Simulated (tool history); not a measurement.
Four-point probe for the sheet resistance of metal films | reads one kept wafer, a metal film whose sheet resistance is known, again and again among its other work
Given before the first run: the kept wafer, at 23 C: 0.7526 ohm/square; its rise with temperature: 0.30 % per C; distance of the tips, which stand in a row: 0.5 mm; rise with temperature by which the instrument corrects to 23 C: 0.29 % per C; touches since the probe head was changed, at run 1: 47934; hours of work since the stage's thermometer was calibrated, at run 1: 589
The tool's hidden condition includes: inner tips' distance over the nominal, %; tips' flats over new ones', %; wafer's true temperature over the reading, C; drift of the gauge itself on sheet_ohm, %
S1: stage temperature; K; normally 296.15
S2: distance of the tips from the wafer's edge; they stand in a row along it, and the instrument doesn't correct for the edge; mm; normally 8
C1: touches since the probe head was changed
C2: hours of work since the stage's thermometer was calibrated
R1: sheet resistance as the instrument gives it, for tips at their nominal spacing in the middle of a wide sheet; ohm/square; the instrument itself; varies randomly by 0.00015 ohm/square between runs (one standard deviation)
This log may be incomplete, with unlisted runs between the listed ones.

run     day      S1  S2     C1    C2        R1
  1       0  296.15   8  47934   589  0.754782
  2   2.296  296.15   8  49428   617   0.75483
  3   4.096  303.15   8  50597   640  0.755215
  4   6.075  303.15   8  51883   665  0.755125
  5   8.312  296.15  22  53338   693  0.753921
  6  10.317  296.15   8  54641   718  0.754998
  7  11.629  296.15  38  55495   735  0.753535
  8  12.808  296.15   8  56262   750  0.754957
  9    14.8  296.15  18  57556   775  0.753771
 10  16.958  296.15  18  58960   802  0.754136
 11  18.279  296.15  18  59816   818  0.753681
 12  20.958  305.15   8  61561   852  0.755495
 13  22.788  303.15   8  62748   875  0.755303
 14  25.425  299.15   8  64465   908  0.755167
 15  26.642  296.15   8  65255   923  0.755161
 16  27.938  296.15   8  66096   940  0.755293
 17  30.233  296.15   8  67589   969  0.755455
 18  32.433  300.15   8  69019   996  0.755213
 19  34.892  300.15   8  70618  1027  0.755237
 20  36.871  300.15   8  71904  1052  0.755418
 21  39.683  300.15   8  73734  1087  0.755683
 22  41.358  305.15  18  74823  1108  0.754261
 23  42.825  297.15   9  75776  1127  0.755169
     43.104  -- stage's thermometer calibrated
 24  45.071  292.15   8  77223    25  0.755031
 25  47.575  294.15  57  78850    56  0.753462
 26  49.538  293.15   3  80126    81  0.764519
     50.229  -- stage's thermometer calibrated, once more
 27  51.042  295.15   4  81091    10  0.761092
 28  52.496  306.15  12  82035    28  0.755761
 29  54.917  298.15  55  83610    59  0.755265
 30  57.775  306.15  16  85467    95  0.755668
 31  59.558  306.15   8  86628   117  0.756646
 32  61.471  306.15   8  87870   141   0.75703
 33   64.15  294.15  22  89613   175  0.755292
 34  65.862  306.15   8  90725   196  0.757045
 35  68.462  291.15   5  92415   229  0.758987

Expected results for the next run?
 36  69.75  304.15  10  93253  245   ?

{"run 36": {"R1": 0.75636}}
Take away the tool's hidden state, keep the run-to-run variation as it was, and the same run would have given R1 0.753835 ohm/square.

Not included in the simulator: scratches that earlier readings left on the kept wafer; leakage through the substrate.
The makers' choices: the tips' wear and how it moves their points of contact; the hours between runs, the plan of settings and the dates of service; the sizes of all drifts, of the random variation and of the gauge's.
